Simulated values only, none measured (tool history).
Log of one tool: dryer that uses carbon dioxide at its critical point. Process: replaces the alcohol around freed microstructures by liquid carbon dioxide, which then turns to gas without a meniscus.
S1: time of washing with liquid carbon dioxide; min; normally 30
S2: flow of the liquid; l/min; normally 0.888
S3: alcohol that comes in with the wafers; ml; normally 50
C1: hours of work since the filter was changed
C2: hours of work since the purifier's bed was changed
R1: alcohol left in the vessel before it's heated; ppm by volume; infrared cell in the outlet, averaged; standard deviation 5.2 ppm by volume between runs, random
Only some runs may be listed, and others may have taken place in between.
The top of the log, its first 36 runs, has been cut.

run,day,S1,S2,S3,C1,C2,R1
37,54.771,39,0.814,32,59,421,68
38,56.667,39,0.814,32,84,445,68
39,58.742,30,1.402,30,110,472,49
40,60.608,36,0.941,31,134,496,63
41,61.879,30,1.308,99,151,512,74
42,62.938,30,1.308,99,164,526,75
43,64.717,44,0.927,50,187,549,54
44,66.396,44,0.927,50,209,570,69

Consider 4 possible next runs. They are alternatives, not a sequence: every one starts from the tool as it was left by run 44. What does each give?
# day 66.708: inlet filter changed
A,68.521,30,0.800,50,23,597,?
# day 66.708: inlet filter changed
B,68.521,26,0.807,30,23,597,?
# day 66.708: inlet filter changed
C,68.521,44,0.535,50,23,597,?
# day 66.708: inlet filter changed
D,68.521,19,1.422,46,23,597,?

run,R1
A,207
B,227
C,249
D,117
Had the tool no hidden state, the same runs would have come out as:
run,R1
A,150
B,171
C,190
D,69
